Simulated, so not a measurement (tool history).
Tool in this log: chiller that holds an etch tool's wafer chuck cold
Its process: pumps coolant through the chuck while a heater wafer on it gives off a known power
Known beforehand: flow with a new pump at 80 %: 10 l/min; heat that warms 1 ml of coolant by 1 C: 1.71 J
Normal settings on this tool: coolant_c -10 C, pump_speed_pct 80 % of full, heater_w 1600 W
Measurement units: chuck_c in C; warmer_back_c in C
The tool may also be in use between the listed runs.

run,hour,coolant_c,pump_speed_pct,heater_w,chuck_c,warmer_back_c
1,0,-10,80,1600,0.8,5.63
2,77.8,-10,80,1600,1,5.64
3,224.8,-10,80,1600,1,5.65
4,335.7,-10,64,1600,3.5,7.15
5,460,-10,64,1600,3.2,7.19
6,576,-10,64,1600,3.2,7.18
7,642.8,-10,80,1600,0.9,5.71
8,762,-10,80,2164,4.8,7.71
9,883.5,-10,80,2164,4.7,7.72
10,1023.3,-10,80,1600,0.9,5.83
11,1148.7,-10,80,1600,1,5.77
12,1220.7,-10,80,1600,0.9,5.8
13,1358.2,-10,80,1447,-0.3,5.28
14,1481.8,-11,80,1600,0,5.83
15,1567.5,-9,80,1600,2.1,5.87
16,1675.5,-9,80,1600,2,5.88
17,1763.8,-9,80,1600,1.7,5.57
18,1922,-9,80,1600,1.8,5.67
19,2073.8,-19,91,1600,-9.1,4.96
20,2191.1,-12,100,1551,-3.3,4.4
21,2341.4,-13,87,1539,-3.1,5.06
22,2456.1,-16,65,1293,-5.2,5.8
23,2559.4,-13,84,2084,0.6,7.1
24,2631.4,-6,62,973,2.4,4.59
25,2748,-6,62,973,2.3,4.66
26,2831.3,-16,86,885,-10.3,3.08
27,2959.8,-19,69,1053,-10.7,4.53
28,3045,-3,82,1661,8.1,5.87
29,3195.5,-14,78,1090,-6.2,4.19
30,3315.3,-8,95,2339,5.8,7.1
31,3478.7,-8,79,2339,8.2,8.6
32,3601.5,-8,79,2339,8.2,8.6

Not shown here: 2 entries made in the log between runs. Locate each between two listed runs and compare the hidden state at the listed run before it with the hidden state at the listed run after it:
In the gap between runs 16 and 17: gauge calibrated (hour 1727.1)
  drift of the gauge itself on warmer_back_c, C: 0.26 -> 0.01
  measured result minus the result with no hidden state, warmer_back_c: +0.27 -> +0.01 C
In the gap between runs 23 and 24: chiller's thermometer calibrated (hour 2590.1)
  drift of the gauge itself on warmer_back_c, C: 0.13 -> 0.14
  measured result minus the result with no hidden state, warmer_back_c: +0.13 -> +0.15 C

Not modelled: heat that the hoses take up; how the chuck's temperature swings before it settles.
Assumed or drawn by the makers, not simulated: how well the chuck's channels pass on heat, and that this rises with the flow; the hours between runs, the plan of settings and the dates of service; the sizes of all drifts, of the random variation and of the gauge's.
